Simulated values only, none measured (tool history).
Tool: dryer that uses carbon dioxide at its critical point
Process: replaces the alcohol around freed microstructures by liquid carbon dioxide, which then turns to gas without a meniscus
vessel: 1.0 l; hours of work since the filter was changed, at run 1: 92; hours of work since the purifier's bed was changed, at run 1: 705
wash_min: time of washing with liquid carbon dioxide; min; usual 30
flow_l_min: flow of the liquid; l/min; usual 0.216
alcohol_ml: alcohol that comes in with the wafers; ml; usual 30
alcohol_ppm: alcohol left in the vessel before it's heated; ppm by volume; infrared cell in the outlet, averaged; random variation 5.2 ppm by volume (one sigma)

run	day	wash_min	flow_l_min	alcohol_ml	hours of work since the filter was changed	hours of work since the purifier's bed was changed	alcohol_ppm
1	0	30	0.216	30	92	705	195
2	1.054	30	0.216	90	104	716	422
3	2.267	30	0.216	30	116	729	216
4	3.279	30	0.216	30	127	739	223
5	4.504	30	0.216	30	140	752	221
6	6.233	30	0.216	30	158	771	242
7	7.125	30	0.228	50	168	780	257
8	8.242	30	0.228	50	180	792	260
9	9.6	30	0.228	50	194	806	282
10	10.592	30	0.228	50	204	817	269
11	12.421	22	0.216	84	224	836	1801

Forecast each of these 3 alternatives for the next run:
A	13.679	30	0.335	103	237	849	?
B	13.679	22	0.216	40	237	849	?
C	13.679	28	0.216	39	237	849	?

run	alcohol_ppm
A	136
B	925
C	393
Without the tool's hidden state the same runs would have given:
run	alcohol_ppm
A	11
B	553
C	176
